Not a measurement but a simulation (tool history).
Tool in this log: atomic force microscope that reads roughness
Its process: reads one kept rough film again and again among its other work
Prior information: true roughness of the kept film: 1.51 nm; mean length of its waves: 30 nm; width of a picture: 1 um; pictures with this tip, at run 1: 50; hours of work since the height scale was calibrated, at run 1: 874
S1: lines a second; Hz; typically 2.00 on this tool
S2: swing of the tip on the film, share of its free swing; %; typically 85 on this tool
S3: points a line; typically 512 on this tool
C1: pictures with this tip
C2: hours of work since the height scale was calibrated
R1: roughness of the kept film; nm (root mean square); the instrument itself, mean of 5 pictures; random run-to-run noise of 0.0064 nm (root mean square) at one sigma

{"run": 1, "day": 0.0, "S1": 2.0, "S2": 85, "S3": 512, "C1": 50, "C2": 874, "R1": 1.212}
{"day": 1.2, "done": "new tip fitted"}
{"run": 2, "day": 1.55, "S1": 2.0, "S2": 85, "S3": 512, "C1": 11, "C2": 894, "R1": 1.231}
{"run": 3, "day": 3.088, "S1": 2.0, "S2": 85, "S3": 512, "C1": 63, "C2": 914, "R1": 1.192}
{"day": 3.892, "done": "new tip fitted"}
{"run": 4, "day": 6.188, "S1": 2.0, "S2": 85, "S3": 512, "C1": 77, "C2": 955, "R1": 1.184}
{"day": 6.542, "done": "new tip fitted"}
{"run": 5, "day": 9.021, "S1": 3.27, "S2": 85, "S3": 512, "C1": 84, "C2": 992, "R1": 1.092}
{"day": 9.258, "done": "new tip fitted"}
{"run": 6, "day": 10.875, "S1": 3.27, "S2": 85, "S3": 512, "C1": 54, "C2": 1017, "R1": 1.106}
{"day": 11.992, "done": "new tip fitted"}
{"run": 7, "day": 12.488, "S1": 3.27, "S2": 85, "S3": 512, "C1": 17, "C2": 1038, "R1": 1.137}
{"run": 8, "day": 14.308, "S1": 3.27, "S2": 85, "S3": 512, "C1": 78, "C2": 1062, "R1": 1.085}
{"day": 14.654, "done": "new tip fitted"}
{"run": 9, "day": 16.717, "S1": 3.27, "S2": 85, "S3": 512, "C1": 69, "C2": 1094, "R1": 1.096}
{"day": 17.288, "done": "new tip fitted"}
{"run": 10, "day": 18.829, "S1": 2.0, "S2": 85, "S3": 512, "C1": 51, "C2": 1121, "R1": 1.201}
{"day": 19.904, "done": "new tip fitted"}
{"run": 11, "day": 22.354, "S1": 2.0, "S2": 87, "S3": 512, "C1": 82, "C2": 1168, "R1": 1.157}
{"day": 22.612, "done": "new tip fitted"}
{"run": 12, "day": 24.167, "S1": 2.0, "S2": 87, "S3": 512, "C1": 52, "C2": 1192, "R1": 1.186}
{"day": 25.338, "done": "new tip fitted"}
{"run": 13, "day": 27.821, "S1": 1.35, "S2": 85, "S3": 512, "C1": 83, "C2": 1240, "R1": 1.247}
{"day": 28.0, "done": "new tip fitted"}
{"day": 30.812, "done": "new tip fitted"}
{"run": 14, "day": 30.812, "S1": 2.0, "S2": 85, "S3": 512, "C1": 0, "C2": 1279, "R1": 1.251}
{"day": 33.546, "done": "new tip fitted"}
{"run": 15, "day": 34.058, "S1": 2.0, "S2": 85, "S3": 512, "C1": 17, "C2": 1322, "R1": 1.231}
{"day": 36.154, "done": "new tip fitted"}
{"run": 16, "day": 36.7, "S1": 2.0, "S2": 85, "S3": 512, "C1": 18, "C2": 1356, "R1": 1.221}
{"day": 38.804, "done": "new tip fitted"}
{"run": 17, "day": 39.958, "S1": 2.0, "S2": 85, "S3": 512, "C1": 39, "C2": 1399, "R1": 1.213}
{"day": 41.362, "done": "new tip fitted"}
{"run": 18, "day": 41.717, "S1": 2.0, "S2": 85, "S3": 512, "C1": 12, "C2": 1422, "R1": 1.229}
{"day": 43.946, "done": "new tip fitted"}
{"run": 19, "day": 45.358, "S1": 2.0, "S2": 85, "S3": 512, "C1": 48, "C2": 1471, "R1": 1.2}
{"day": 46.629, "done": "new tip fitted"}
{"run": 20, "day": 48.879, "S1": 2.0, "S2": 85, "S3": 512, "C1": 75, "C2": 1517, "R1": 1.185}
{"day": 49.271, "done": "new tip fitted"}
{"run": 21, "day": 51.133, "S1": 2.0, "S2": 85, "S3": 809, "C1": 62, "C2": 1547, "R1": 1.208}
{"day": 52.008, "done": "new tip fitted"}
{"run": 22, "day": 52.838, "S1": 2.0, "S2": 85, "S3": 809, "C1": 28, "C2": 1569, "R1": 1.225}
{"day": 54.579, "done": "new tip fitted"}
{"run": 23, "day": 55.725, "S1": 2.0, "S2": 85, "S3": 512, "C1": 38, "C2": 1607, "R1": 1.207}
{"day": 57.154, "done": "new tip fitted"}
{"run": 24, "day": 59.05, "S1": 2.63, "S2": 85, "S3": 983, "C1": 64, "C2": 1651, "R1": 1.138}
{"day": 59.846, "done": "new tip fitted"}
{"run": 25, "day": 62.271, "S1": 2.63, "S2": 85, "S3": 983, "C1": 81, "C2": 1693, "R1": 1.138}
{"day": 62.554, "done": "new tip fitted"}
{"day": 65.117, "done": "new tip fitted"}
{"run": 26, "day": 65.146, "S1": 3.68, "S2": 72, "S3": 983, "C1": 1, "C2": 1731, "R1": 1.255}
{"day": 67.671, "done": "new tip fitted"}
{"run": 27, "day": 68.712, "S1": 0.62, "S2": 85, "S3": 512, "C1": 35, "C2": 1778, "R1": 1.345}
{"day": 70.262, "done": "new tip fitted"}
{"run": 28, "day": 72.046, "S1": 0.62, "S2": 85, "S3": 512, "C1": 60, "C2": 1822, "R1": 1.323}
{"day": 72.804, "done": "new tip fitted"}
{"day": 75.438, "done": "new tip fitted"}
{"run": 29, "day": 75.658, "S1": 1.16, "S2": 85, "S3": 565, "C1": 7, "C2": 1869, "R1": 1.316}
{"day": 78.05, "done": "new tip fitted"}
{"run": 30, "day": 78.05, "S1": 1.4, "S2": 59, "S3": 282, "C1": 0, "C2": 1900, "R1": 1.383}
{"day": 80.783, "done": "new tip fitted"}
{"run": 31, "day": 81.262, "S1": 1.4, "S2": 59, "S3": 282, "C1": 16, "C2": 1943, "R1": 1.375}
{"run": 32, "day": 83.212, "S1": 1.6, "S2": 70, "S3": 440, "C1": 81, "C2": 1969, "R1": 1.304}
{"day": 83.483, "done": "new tip fitted"}
{"run": 33, "day": 85.704, "S1": 2.0, "S2": 89, "S3": 949, "C1": 74, "C2": 2001, "R1": 1.147}
{"day": 86.05, "done": "new tip fitted"}
{"run": 34, "day": 88.096, "S1": 2.03, "S2": 57, "S3": 394, "C1": 69, "C2": 2033, "R1": 1.324}
{"day": 88.583, "done": "new tip fitted"}
{"run": 35, "day": 91.1, "S1": 3.12, "S2": 57, "S3": 857, "C1": 84, "C2": 2072, "R1": 1.31}
{"day": 91.408, "done": "new tip fitted"}
{"day": 94.092, "done": "new tip fitted"}
{"run": 36, "day": 94.183, "S1": 0.68, "S2": 57, "S3": 396, "C1": 3, "C2": 2113, "R1": 1.427}
{"run": 37, "day": 96.338, "S1": 0.68, "S2": 57, "S3": 396, "C1": 76, "C2": 2141, "R1": 1.349}
{"day": 96.662, "done": "new tip fitted"}
{"run": 38, "day": 98.558, "S1": 3.0, "S2": 85, "S3": 548, "C1": 64, "C2": 2171, "R1": 1.112}
{"day": 99.433, "done": "new tip fitted"}
{"run": 39, "day": 100.458, "S1": 0.84, "S2": 63, "S3": 548, "C1": 35, "C2": 2195, "R1": 1.388}
{"day": 102.125, "done": "new tip fitted"}
{"run": 40, "day": 103.329, "S1": 2.0, "S2": 90, "S3": 512, "C1": 40, "C2": 2233, "R1": 1.168}
{"day": 104.938, "done": "new tip fitted"}
{"run": 41, "day": 106.729, "S1": 2.0, "S2": 90, "S3": 512, "C1": 60, "C2": 2278, "R1": 1.153}
{"day": 107.646, "done": "new tip fitted"}
{"day": 110.2, "done": "new tip fitted"}
{"run": 42, "day": 110.367, "S1": 3.91, "S2": 71, "S3": 688, "C1": 6, "C2": 2326, "R1": 1.25}
{"day": 112.896, "done": "new tip fitted"}
{"day": 113.392, "done": "height scale calibrated on a step standard"}
{"run": 43, "day": 113.683, "S1": 1.12, "S2": 72, "S3": 512, "C1": 25, "C2": 4, "R1": 1.362}
{"day": 115.592, "done": "new tip fitted"}
{"run": 44, "day": 115.892, "S1": 1.12, "S2": 72, "S3": 512, "C1": 10, "C2": 33, "R1": 1.396}
{"day": 118.354, "done": "new tip fitted"}
{"run": 45, "day": 119.071, "S1": 1.79, "S2": 90, "S3": 390, "C1": 24, "C2": 75, "R1": 1.217}
{"day": 121.108, "done": "new tip fitted"}
{"run": 46, "day": 121.962, "S1": 1.79, "S2": 90, "S3": 390, "C1": 29, "C2": 113, "R1": 1.209}

Branching from run 46: 5 alternative next runs. What would each branch give?
{"day": 123.833, "done": "new tip fitted"}
{"run": "A", "day": 125.25, "S1": 2.0, "S2": 68, "S3": 512, "C1": 48, "C2": 156, "R1": "?"}
{"day": 123.833, "done": "new tip fitted"}
{"run": "B", "day": 125.25, "S1": 0.81, "S2": 69, "S3": 1004, "C1": 48, "C2": 156, "R1": "?"}
{"day": 123.833, "done": "new tip fitted"}
{"run": "C", "day": 125.25, "S1": 2.9, "S2": 74, "S3": 329, "C1": 48, "C2": 156, "R1": "?"}
{"day": 123.833, "done": "new tip fitted"}
{"run": "D", "day": 125.25, "S1": 1.79, "S2": 90, "S3": 498, "C1": 48, "C2": 156, "R1": "?"}
{"day": 123.833, "done": "new tip fitted"}
{"run": "E", "day": 125.25, "S1": 1.79, "S2": 56, "S3": 838, "C1": 48, "C2": 156, "R1": "?"}

run=A R1=1.332
run=B R1=1.374
run=C R1=1.223
run=D R1=1.192
run=E R1=1.381
What these runs would have given with no unlogged condition in the tool:
run=A R1=1.374
run=B R1=1.417
run=C R1=1.262
run=D R1=1.230
run=E R1=1.425
